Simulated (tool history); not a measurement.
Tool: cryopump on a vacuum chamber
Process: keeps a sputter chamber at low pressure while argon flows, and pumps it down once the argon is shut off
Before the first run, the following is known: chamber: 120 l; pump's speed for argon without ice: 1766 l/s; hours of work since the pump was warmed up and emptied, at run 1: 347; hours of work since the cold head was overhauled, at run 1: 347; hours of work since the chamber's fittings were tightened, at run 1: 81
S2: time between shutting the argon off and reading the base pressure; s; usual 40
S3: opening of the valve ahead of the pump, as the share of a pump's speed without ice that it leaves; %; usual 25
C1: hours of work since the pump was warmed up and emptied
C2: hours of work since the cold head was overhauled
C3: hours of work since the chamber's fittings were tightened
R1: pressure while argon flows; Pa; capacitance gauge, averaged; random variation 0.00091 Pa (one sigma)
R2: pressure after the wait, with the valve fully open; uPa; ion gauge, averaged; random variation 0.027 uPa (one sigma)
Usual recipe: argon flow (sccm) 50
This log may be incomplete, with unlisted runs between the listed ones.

{"run": 1, "day": 0.0, "argon flow (sccm)": 50, "S2": 40, "S3": 25, "C1": 347, "C2": 347, "C3": 81, "R1": 0.1937, "R2": 1.29}
{"run": 2, "day": 1.904, "argon flow (sccm)": 50, "S2": 40, "S3": 25, "C1": 366, "C2": 366, "C3": 100, "R1": 0.1966, "R2": 1.29}
{"run": 3, "day": 4.1, "argon flow (sccm)": 50, "S2": 40, "S3": 25, "C1": 388, "C2": 388, "C3": 123, "R1": 0.1975, "R2": 1.39}
{"run": 4, "day": 7.446, "argon flow (sccm)": 50, "S2": 144, "S3": 25, "C1": 422, "C2": 422, "C3": 157, "R1": 0.1982, "R2": 0.65}
{"run": 5, "day": 9.596, "argon flow (sccm)": 50, "S2": 40, "S3": 25, "C1": 444, "C2": 444, "C3": 178, "R1": 0.1984, "R2": 1.48}
{"run": 6, "day": 12.608, "argon flow (sccm)": 50, "S2": 40, "S3": 25, "C1": 475, "C2": 475, "C3": 209, "R1": 0.1989, "R2": 1.45}
{"run": 7, "day": 14.796, "argon flow (sccm)": 50, "S2": 40, "S3": 25, "C1": 497, "C2": 497, "C3": 231, "R1": 0.2007, "R2": 1.46}
{"run": 8, "day": 17.979, "argon flow (sccm)": 21, "S2": 40, "S3": 25, "C1": 529, "C2": 529, "C3": 263, "R1": 0.0846, "R2": 1.44}
{"run": 9, "day": 19.896, "argon flow (sccm)": 21, "S2": 40, "S3": 25, "C1": 549, "C2": 549, "C3": 283, "R1": 0.083, "R2": 1.5}
{"run": 10, "day": 22.321, "argon flow (sccm)": 21, "S2": 40, "S3": 25, "C1": 573, "C2": 573, "C3": 308, "R1": 0.0842, "R2": 1.54}
{"run": 11, "day": 24.792, "argon flow (sccm)": 54, "S2": 92, "S3": 39, "C1": 598, "C2": 598, "C3": 333, "R1": 0.1427, "R2": 0.95}
{"run": 12, "day": 28.625, "argon flow (sccm)": 29, "S2": 92, "S3": 53, "C1": 637, "C2": 637, "C3": 371, "R1": 0.0578, "R2": 1.04}
{"run": 13, "day": 30.775, "argon flow (sccm)": 50, "S2": 141, "S3": 31, "C1": 659, "C2": 659, "C3": 393, "R1": 0.1635, "R2": 0.9}
{"run": 14, "day": 35.179, "argon flow (sccm)": 39, "S2": 46, "S3": 31, "C1": 704, "C2": 704, "C3": 438, "R1": 0.1287, "R2": 1.5}
{"run": 15, "day": 37.862, "argon flow (sccm)": 50, "S2": 70, "S3": 15, "C1": 731, "C2": 731, "C3": 465, "R1": 0.3314, "R2": 1.28}
{"run": 16, "day": 40.983, "argon flow (sccm)": 50, "S2": 73, "S3": 44, "C1": 763, "C2": 763, "C3": 497, "R1": 0.1201, "R2": 1.28}
{"run": 17, "day": 45.3, "argon flow (sccm)": 69, "S2": 73, "S3": 25, "C1": 806, "C2": 806, "C3": 541, "R1": 0.2803, "R2": 1.28}
{"run": 18, "day": 47.396, "argon flow (sccm)": 69, "S2": 73, "S3": 25, "C1": 828, "C2": 828, "C3": 562, "R1": 0.2837, "R2": 1.33}

Each row is a separate what-if for the run after 18, all from the same tool condition, not one after another. Results?
{"run": "A", "day": 50.775, "argon flow (sccm)": 99, "S2": 112, "S3": 24, "C1": 862, "C2": 862, "C3": 596, "R1": "?", "R2": "?"}
{"run": "B", "day": 50.775, "argon flow (sccm)": 75, "S2": 65, "S3": 26, "C1": 862, "C2": 862, "C3": 596, "R1": "?", "R2": "?"}
{"run": "C", "day": 50.775, "argon flow (sccm)": 49, "S2": 73, "S3": 38, "C1": 862, "C2": 862, "C3": 596, "R1": "?", "R2": "?"}

run=A R1=0.4212 R2=1.16
run=B R1=0.2963 R2=1.42
run=C R1=0.1360 R2=1.33
Without the tool's unlogged condition, the same runs would have read:
run=A R1=0.3941 R2=0.53
run=B R1=0.2758 R2=0.78
run=C R1=0.1226 R2=0.69
